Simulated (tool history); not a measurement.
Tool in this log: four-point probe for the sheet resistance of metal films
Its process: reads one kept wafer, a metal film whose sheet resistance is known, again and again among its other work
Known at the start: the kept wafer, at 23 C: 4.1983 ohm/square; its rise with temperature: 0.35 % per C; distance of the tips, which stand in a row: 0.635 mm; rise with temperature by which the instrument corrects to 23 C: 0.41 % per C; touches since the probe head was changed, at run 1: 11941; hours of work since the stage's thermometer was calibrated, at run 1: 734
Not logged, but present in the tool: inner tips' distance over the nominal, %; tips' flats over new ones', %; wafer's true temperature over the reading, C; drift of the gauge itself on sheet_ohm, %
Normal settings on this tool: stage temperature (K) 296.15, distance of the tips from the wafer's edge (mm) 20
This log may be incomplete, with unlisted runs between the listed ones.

run   hour  stage temperature (K)  distance of the tips from the wafer's edge (mm)  touches since the probe head was changed  hours of work since the stage's thermometer was calibrated  sheet resistance as the instrument gives it (ohm/square)
  1      0                 296.15                                               20                                     11941                                                         734                                                  4.201402
  2   12.8                 296.15                                               20                                     12374                                                         743                                                  4.199424
  3   32.3                 296.15                                               20                                     13030                                                         757                                                  4.201464
  4   51.6                 302.15                                               20                                     13681                                                         771                                                  4.185136
  5     78                 296.15                                                4                                     14571                                                         791                                                  4.255212
  6   99.2                 296.15                                                4                                     15286                                                         806                                                  4.253476
  7  119.2                 296.15                                                4                                     15960                                                         821                                                  4.254757
  8  138.2                 296.15                                               20                                     16600                                                         835                                                  4.201271
  9  165.1                 296.15                                               20                                     17506                                                         855                                                  4.200591
 10  178.5                 296.15                                               20                                     17960                                                         864                                                  4.199432
 11  190.2                 296.15                                               20                                     18352                                                         873                                                  4.201509
 12  206.7                 296.15                                               20                                     18908                                                         885                                                  4.201389
 13  221.9                 296.15                                               34                                     19423                                                         896                                                  4.199427
 14  247.2                 296.15                                               34                                     20276                                                         915                                                  4.198469
 15  272.6                 296.15                                               34                                     21132                                                         933                                                  4.198084
 16  294.8                 296.15                                               34                                     21880                                                         950                                                  4.200328
 17  310.3                 296.15                                               34                                     22400                                                         961                                                  4.200291
 18  334.6                 296.15                                                5                                     23219                                                         979                                                   4.23551
 19  353.8                 296.15                                                5                                     23869                                                         993                                                  4.233664
 20    369                 296.15                                               20                                     24381                                                        1004                                                  4.199727
 21  392.3                 296.15                                               20                                     25166                                                        1021                                                  4.200732
 22    409                 292.15                                               20                                     25730                                                        1033                                                   4.21081
 23  424.7                 292.15                                               20                                     26257                                                        1045                                                  4.210357
 24  450.1                 293.15                                                3                                     27113                                                        1064                                                  4.305504
 25  474.6                 293.15                                               34                                     27939                                                        1081                                                  4.208004
 26  494.5                 295.15                                               20                                     28611                                                        1096                                                  4.201846
 27  514.5                 295.15                                               20                                     29287                                                        1111                                                   4.20434
 28  531.3                 307.15                                                7                                     29852                                                        1123                                                  4.190084
 29  552.4                 302.15                                                3                                     30562                                                        1139                                                  4.281321
 30  563.2                 293.15                                               22                                     30926                                                        1146                                                  4.209171

Run 31 is up next; what results do you expect?
 31  584.1                 303.15                                               49                                     31630                                                        1162                                                         ?

{"run 31": {"sheet resistance as the instrument gives it (ohm/square)": 4.181654}}
Were there no unlogged condition in the tool, this run, its random variation unchanged, would have produced sheet resistance as the instrument gives it (ohm/square) 4.181404.

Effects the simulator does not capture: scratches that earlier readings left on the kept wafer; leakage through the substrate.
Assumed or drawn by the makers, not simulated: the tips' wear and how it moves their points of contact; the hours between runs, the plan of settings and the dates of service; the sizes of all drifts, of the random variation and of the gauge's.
